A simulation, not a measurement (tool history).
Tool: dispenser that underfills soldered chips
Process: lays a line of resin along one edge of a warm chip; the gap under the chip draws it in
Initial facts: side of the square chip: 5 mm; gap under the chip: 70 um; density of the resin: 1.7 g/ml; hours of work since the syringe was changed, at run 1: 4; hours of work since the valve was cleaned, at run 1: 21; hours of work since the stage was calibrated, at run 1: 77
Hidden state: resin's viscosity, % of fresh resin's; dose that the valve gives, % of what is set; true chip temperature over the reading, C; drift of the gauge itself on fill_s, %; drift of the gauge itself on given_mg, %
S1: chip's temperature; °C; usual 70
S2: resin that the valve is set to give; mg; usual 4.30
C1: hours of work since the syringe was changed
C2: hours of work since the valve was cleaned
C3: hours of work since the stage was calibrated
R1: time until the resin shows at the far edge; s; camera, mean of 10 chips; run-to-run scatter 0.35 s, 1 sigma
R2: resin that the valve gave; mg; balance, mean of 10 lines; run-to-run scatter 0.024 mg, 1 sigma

run 1 day=0.000 | S1=70 S2=4.30 | C1=4 C2=21 C3=77 | R1=23.2 R2=4.23
-- day=0.175 new syringe of resin
run 2 day=0.300 | S1=70 S2=4.30 | C1=2 C2=26 C3=82 | R1=20.2 R2=4.20
-- day=0.567 new syringe of resin
run 3 day=0.604 | S1=70 S2=4.30 | C1=1 C2=31 C3=86 | R1=19.2 R2=4.17
run 4 day=0.892 | S1=70 S2=4.75 | C1=5 C2=36 C3=91 | R1=24.3 R2=4.61
-- day=0.971 new syringe of resin
run 5 day=1.242 | S1=70 S2=4.75 | C1=5 C2=42 C3=97 | R1=23.7 R2=4.58
-- day=1.371 new syringe of resin
run 6 day=1.488 | S1=70 S2=4.75 | C1=2 C2=46 C3=101 | R1=20.6 R2=4.55
run 7 day=1.700 | S1=74 S2=5.04 | C1=6 C2=49 C3=104 | R1=20.7 R2=4.83
-- day=1.779 new syringe of resin
run 8 day=1.917 | S1=67 S2=4.30 | C1=2 C2=53 C3=108 | R1=23.2 R2=4.09
-- day=2.196 new syringe of resin
run 9 day=2.242 | S1=59 S2=5.19 | C1=1 C2=58 C3=113 | R1=30.1 R2=4.93
-- day=2.588 new syringe of resin
run 10 day=2.588 | S1=77 S2=5.54 | C1=0 C2=64 C3=119 | R1=13.1 R2=5.25
run 11 day=2.921 | S1=70 S2=4.02 | C1=6 C2=69 C3=124 | R1=26.0 R2=3.79

Hidden state or all else? Some run-to-run changes of R1, split into what the settings, what came in and random variation would give without the hidden state, and what is left for the hidden state (with any gauge scatter that isn't in both results):
Run 9 -> 10: S1 59 -> 77, S2 5.19 -> 5.54, new syringe of resin. R1 -17.0 s: hidden state -0.9, all else -16.1.
Run 10 -> 11: S1 77 -> 70, S2 5.54 -> 4.02. R1 +12.9 s: hidden state +7.4, all else +5.5.
